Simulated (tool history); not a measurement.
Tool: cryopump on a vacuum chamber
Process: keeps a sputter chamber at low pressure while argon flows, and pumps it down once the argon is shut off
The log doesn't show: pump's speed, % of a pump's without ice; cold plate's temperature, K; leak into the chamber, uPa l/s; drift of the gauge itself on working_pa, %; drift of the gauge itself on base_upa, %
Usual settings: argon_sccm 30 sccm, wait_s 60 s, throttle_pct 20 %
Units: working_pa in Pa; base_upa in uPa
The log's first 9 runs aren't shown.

run	hour	argon_sccm	wait_s	throttle_pct	hours of work since the pump was warmed up and emptied	hours of work since the cold head was overhauled	hours of work since the chamber's fittings were tightened	working_pa	base_upa
10	661.1	30	40	20	559	3007	2216	0.1479	2.83
11	747.4	30	40	20	631	3079	2288	0.1482	2.9
12	829.6	30	40	20	699	3147	2357	0.1492	2.83
13	894.8	30	40	20	753	3201	2411	0.1489	2.97
# hour 930.3: pump warmed up, emptied and cooled again
14	1002.3	24	60	20	60	3286	2496	0.1169	2.25
15	1071.3	30	60	20	117	3344	2553	0.1453	2.3
16	1130.3	30	60	20	166	3393	2603	0.1458	2.38
17	1221.3	30	60	20	242	3469	2678	0.1463	2.4
18	1301.1	30	60	20	308	3535	2745	0.1473	2.51
19	1388.9	30	60	20	382	3608	2818	0.1476	2.58
20	1443.5	30	240	17	427	3654	2863	0.1736	1.7
21	1549.2	30	22	17	515	3742	2951	0.174	4.45
22	1600	22	226	56	557	3784	2993	0.0411	1.78
23	1708.6	37	102	25	648	3874	3084	0.1489	2.28
24	1819.8	37	102	25	740	3967	3176	0.149	2.35
# hour 1866.5: pump warmed up, emptied and cooled again
25	1917.7	16	60	20	43	4044	3253	0.0776	2.61
26	1993.2	28	60	36	105	4107	3316	0.0771	2.66
27	2061.7	28	45	20	162	4164	3373	0.1365	2.96
28	2133.8	28	45	20	222	4224	3433	0.1366	3.05
29	2185.3	29	45	20	265	4267	3476	0.1411	3.01
30	2301.6	26	59	20	362	4363	3573	0.1278	2.8
31	2373.7	30	60	21	422	4423	3633	0.1415	2.87
32	2479.2	30	22	19	510	4511	3721	0.156	4.63
33	2565.5	30	22	19	582	4583	3792	0.1567	4.85

Forecast each of these 3 alternatives for the next run:
A	2683.5	30	23	20	680	4681	3891	?	?
B	2683.5	30	60	34	680	4681	3891	?	?
C	2683.5	16	39	43	680	4681	3891	?	?

run	working_pa	base_upa
A	0.1501	4.78
B	0.0912	3.1
C	0.0395	3.68
Without the tool's hidden state the same runs would have given:
run	working_pa	base_upa
A	0.1436	2.92
B	0.0847	1.22
C	0.036	1.8
